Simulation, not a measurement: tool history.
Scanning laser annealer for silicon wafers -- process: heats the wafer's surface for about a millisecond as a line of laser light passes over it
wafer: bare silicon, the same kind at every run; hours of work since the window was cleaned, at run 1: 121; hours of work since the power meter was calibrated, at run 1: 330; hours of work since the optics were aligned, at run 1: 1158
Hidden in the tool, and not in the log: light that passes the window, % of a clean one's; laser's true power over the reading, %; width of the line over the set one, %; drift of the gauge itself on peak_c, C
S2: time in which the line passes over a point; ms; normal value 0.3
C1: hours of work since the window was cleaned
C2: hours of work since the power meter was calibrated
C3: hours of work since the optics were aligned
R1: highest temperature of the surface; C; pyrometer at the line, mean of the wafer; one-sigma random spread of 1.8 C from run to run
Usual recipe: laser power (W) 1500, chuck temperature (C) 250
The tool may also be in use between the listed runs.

run 1 day=0 | laser_power_(W)=1500 S2=0.3 chuck_temperature_(C)=250 | C1=121 C2=330 C3=1158 | R1=986
run 2 day=2.183 | laser_power_(W)=1500 S2=0.3 chuck_temperature_(C)=250 | C1=148 C2=357 C3=1185 | R1=980
run 3 day=4.988 | laser_power_(W)=1500 S2=0.3 chuck_temperature_(C)=276 | C1=183 C2=391 C3=1220 | R1=1008
run 4 day=6.654 | laser_power_(W)=1500 S2=0.3 chuck_temperature_(C)=276 | C1=203 C2=412 C3=1240 | R1=1008
run 5 day=9.925 | laser_power_(W)=1500 S2=0.3 chuck_temperature_(C)=276 | C1=244 C2=453 C3=1281 | R1=1004
run 6 day=12.604 | laser_power_(W)=1500 S2=0.3 chuck_temperature_(C)=276 | C1=277 C2=486 C3=1314 | R1=999
run 7 day=16.288 | laser_power_(W)=1500 S2=0.3 chuck_temperature_(C)=276 | C1=323 C2=531 C3=1359 | R1=1000
-- day=16.771 laser's power meter calibrated
run 8 day=18.738 | laser_power_(W)=1500 S2=0.3 chuck_temperature_(C)=276 | C1=351 C2=24 C3=1388 | R1=996
run 9 day=20.992 | laser_power_(W)=1603 S2=0.3 chuck_temperature_(C)=250 | C1=379 C2=52 C3=1416 | R1=1030
run 10 day=24.817 | laser_power_(W)=1603 S2=0.3 chuck_temperature_(C)=250 | C1=426 C2=100 C3=1463 | R1=1026
-- day=25.329 optics aligned, line set to its width
run 11 day=27.925 | laser_power_(W)=1603 S2=0.3 chuck_temperature_(C)=250 | C1=462 C2=135 C3=32 | R1=1036
run 12 day=30.071 | laser_power_(W)=1286 S2=0.3 chuck_temperature_(C)=273 | C1=489 C2=162 C3=59 | R1=869
-- day=31.242 window over the wafer cleaned
run 13 day=33.562 | laser_power_(W)=1540 S2=0.292 chuck_temperature_(C)=260 | C1=29 C2=204 C3=101 | R1=1021
-- day=34.488 laser's power meter calibrated, once more
run 14 day=35.938 | laser_power_(W)=1540 S2=0.292 chuck_temperature_(C)=260 | C1=57 C2=18 C3=129 | R1=1013
run 15 day=38.838 | laser_power_(W)=1500 S2=0.3 chuck_temperature_(C)=260 | C1=92 C2=54 C3=165 | R1=998
run 16 day=40.621 | laser_power_(W)=1500 S2=0.3 chuck_temperature_(C)=260 | C1=114 C2=76 C3=187 | R1=997
run 17 day=43.9 | laser_power_(W)=1500 S2=0.3 chuck_temperature_(C)=260 | C1=155 C2=116 C3=227 | R1=996

Per-run results on a tool with no hidden state, each run keeping its own random variation:
run=1 R1=1000
run=2 R1=996
run=3 R1=1026
run=4 R1=1027
run=5 R1=1027
run=6 R1=1024
run=7 R1=1028
run=8 R1=1025
run=9 R1=1064
run=10 R1=1063
run=11 R1=1066
run=12 R1=893
run=13 R1=1025
run=14 R1=1021
run=15 R1=1009
run=16 R1=1009
run=17 R1=1010
